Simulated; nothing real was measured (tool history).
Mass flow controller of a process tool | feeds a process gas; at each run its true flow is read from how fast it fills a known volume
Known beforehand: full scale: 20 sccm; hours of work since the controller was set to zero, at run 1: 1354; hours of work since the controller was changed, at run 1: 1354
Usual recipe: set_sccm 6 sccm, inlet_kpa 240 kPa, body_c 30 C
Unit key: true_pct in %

run    hour  set_sccm  inlet_kpa  body_c  hours of work since the controller was set to zero  hours of work since the controller was changed  true_pct
  1     0.0         6        240      30                                                1354                                            1354     97.49
  2    74.9        10        240      30                                                1411                                            1411     98.12
  3   147.4         3        240      30                                                1466                                            1466     97.02
  4   213.9         3        240      30                                                1517                                            1517     97.08
  5   266.6         6        186      30                                                1557                                            1557     97.45
  6   322.2         6        186      30                                                1599                                            1599     97.58
  7   362.1         6        240      30                                                1629                                            1629     97.45
  8   427.6         6        240      39                                                1679                                            1679     96.44
  9   458.0         6        240      39                                                1702                                            1702     96.57
 10   488.8         6        240      30                                                1726                                            1726     97.55
 11   533.1         2        240      30                                                1759                                            1759     96.96
 12   579.0         6        171      30                                                1794                                            1794     97.36
 13   633.6         6        171      30                                                1836                                            1836     97.37
 14   690.6         6        171      30                                                1879                                            1879     97.39
 15   762.4         9        240      30                                                1934                                            1934     98.05
 16   835.4         6        196      22                                                1989                                            1989     98.24
 17   871.8        16        181      32                                                2017                                            2017     98.65
 18   923.9         2        235      34                                                2056                                            2056     96.46
 19   988.6        12        235      34                                                2106                                            2106     97.92
 20  1059.6         8        277      27                                                2159                                            2159     98.09
 21  1097.7        19        195      27                                                2188                                            2188     99.62
 22  1155.7        13        205      38                                                2233                                            2233     97.54
 23  1215.3         4        159      21                                                2278                                            2278     98.16

Predict each of these 3 candidate next runs independently; none follows another, all start after run 23:
  A  1285.2         4        159      25                                                2331                                            2331         ?
  B  1285.2         4        154      22                                                2331                                            2331         ?
  C  1285.2         4        159      27                                                2331                                            2331         ?

run  true_pct
  A     97.67
  B     97.99
  C     97.45
Take away the tool's hidden state, keep each run's random variation, and the runs would have read:
run  true_pct
  A     97.68
  B     98.00
  C     97.46
